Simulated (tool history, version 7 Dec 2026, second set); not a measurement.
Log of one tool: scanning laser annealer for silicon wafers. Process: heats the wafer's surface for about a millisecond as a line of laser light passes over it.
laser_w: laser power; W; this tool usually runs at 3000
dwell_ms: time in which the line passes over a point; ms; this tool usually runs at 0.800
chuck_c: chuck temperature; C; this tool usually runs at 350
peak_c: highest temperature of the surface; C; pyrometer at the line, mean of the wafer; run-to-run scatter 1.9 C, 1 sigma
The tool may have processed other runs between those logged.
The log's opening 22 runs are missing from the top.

run	hour	laser_w	dwell_ms	chuck_c	hours of work since the window was cleaned	hours of work since the power meter was calibrated	hours of work since the optics were aligned	peak_c
# hour 1110.6: window over the wafer cleaned
23	1143.2	3000	0.800	326	18	2053	121	1136
24	1194.3	3000	0.800	326	47	2082	150	1135
25	1255.6	3000	0.800	326	82	2117	184	1127
26	1297.5	3174	0.800	350	106	2140	208	1190
27	1351.2	3174	0.800	350	136	2171	238	1189
28	1412.6	2828	0.800	324	171	2205	273	1066
29	1442.4	3000	0.800	369	188	2222	290	1156
30	1503.4	2977	0.703	350	222	2257	324	1067
31	1568.0	2828	0.733	339	258	2293	361	1035
32	1607.3	2828	0.733	339	281	2315	383	1035
33	1643.2	3285	0.845	350	301	2336	403	1216
# hour 1649.8: window over the wafer cleaned
34	1709.5	3285	0.845	350	34	2372	440	1256
35	1773.9	3285	0.845	350	70	2408	476	1253
36	1824.1	2914	0.671	329	98	2437	504	1030
37	1872.5	2919	0.621	359	126	2464	532	1029
38	1910.9	2870	0.585	344	148	2486	554	981
39	1972.3	2697	0.585	318	182	2520	588	913
40	2017.6	2697	0.585	318	208	2546	614	912

Each row is a separate what-if for the run after 40, all from the same tool condition, not one after another. Results?
A	2060.3	2697	0.911	318	232	2570	638	?
B	2060.3	2668	0.585	390	232	2570	638	?
C	2060.3	3000	0.961	362	232	2570	638	?

run	peak_c
A	1070
B	973
C	1218
Without the tool's unlogged condition, the same runs would have read:
run	peak_c
A	1118
B	1010
C	1272

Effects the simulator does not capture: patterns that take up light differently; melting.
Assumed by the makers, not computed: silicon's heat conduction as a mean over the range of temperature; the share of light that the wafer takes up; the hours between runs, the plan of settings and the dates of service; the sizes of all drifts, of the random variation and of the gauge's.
